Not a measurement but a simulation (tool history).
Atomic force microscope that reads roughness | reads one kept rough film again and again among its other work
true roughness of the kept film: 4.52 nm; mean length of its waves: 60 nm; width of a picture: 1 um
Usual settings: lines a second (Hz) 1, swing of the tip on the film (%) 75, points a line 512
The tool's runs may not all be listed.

| run | hour | lines a second (Hz) | swing of the tip on the film (%) | points a line | roughness of the kept film (nm (root mean square)) |
|---|---|---|---|---|---|
| 1 | 0 | 1 | 75 | 512 | 4.254 |
|  | 6 | new tip fitted |
| 2 | 30.1 | 1 | 75 | 512 | 4.277 |
| 3 | 90.3 | 1 | 75 | 342 | 4.258 |
| 4 | 130.7 | 1 | 75 | 342 | 4.246 |
| 5 | 181.8 | 1 | 75 | 342 | 4.237 |
|  | 222.9 | new tip fitted |
| 6 | 226.3 | 1 | 75 | 512 | 4.285 |
| 7 | 288.5 | 1 | 75 | 512 | 4.28 |
| 8 | 319.7 | 1 | 75 | 512 | 4.262 |
| 9 | 383.9 | 1.31 | 75 | 512 | 4.232 |
| 10 | 421.1 | 1 | 75 | 283 | 4.25 |
|  | 436.5 | new tip fitted |
| 11 | 480 | 1 | 75 | 283 | 4.283 |

The next listed run, before its measurement:
| 12 | 531.8 | 1.05 | 75 | 512 | ? |

roughness of the kept film (nm (root mean square)): 4.264
Without the tool's hidden state the same run would have given roughness of the kept film (nm (root mean square)) 4.269.
